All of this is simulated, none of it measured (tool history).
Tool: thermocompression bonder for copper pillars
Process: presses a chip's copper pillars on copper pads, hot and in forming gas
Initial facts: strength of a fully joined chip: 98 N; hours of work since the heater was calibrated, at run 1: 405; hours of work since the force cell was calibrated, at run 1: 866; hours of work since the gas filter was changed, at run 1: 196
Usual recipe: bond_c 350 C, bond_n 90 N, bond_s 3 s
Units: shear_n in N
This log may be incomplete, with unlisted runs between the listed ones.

run	day	bond_c	bond_n	bond_s	hours of work since the heater was calibrated	hours of work since the force cell was calibrated	hours of work since the gas filter was changed	shear_n
1	0	350	90	3	405	866	196	60.7
2	2.004	350	90	3	432	894	223	60.7
3	5.775	350	90	3	483	945	274	59.1
# day 9.783: forming gas filter changed
4	9.862	350	90	3	539	1000	1	61.7
5	13.021	350	90	3	581	1043	44	60.9
6	15.617	352	90	3	617	1078	79	61.3
7	18.742	350	63	3	659	1121	122	43.7
8	21.967	350	63	3	703	1165	166	42.4
# day 25.733: heater calibrated with a thermocouple chip
9	25.996	350	90	3	4	1218	219	64
10	28.075	337	90	3	32	1247	247	57.3
11	29.908	337	90	3	57	1271	272	57
# day 32.067: force cell calibrated
12	33.475	329	110	3	104	19	320	58.1
# day 34.196: forming gas filter changed
13	37.554	373	112	3	160	74	46	83.6
14	40.575	364	134	6	201	115	87	91.6
15	44.033	372	85	5	248	162	134	79.6
16	46.283	350	84	3	278	193	164	58.1
17	48.596	344	58	7	310	224	196	52.9

Here are 4 independent what-if runs from the current tool condition. What would each one return?
A	52.608	347	113	8	364	279	250	?
B	52.608	358	81	5	364	279	250	?
C	52.608	343	69	9	364	279	250	?
D	52.608	329	63	4	364	279	250	?

run	shear_n
A	82.7
B	67.8
C	62.8
D	38.5
Had the tool no hidden state, the same runs would have come out as:
run	shear_n
A	87.9
B	72.8
C	67.8
D	42.1
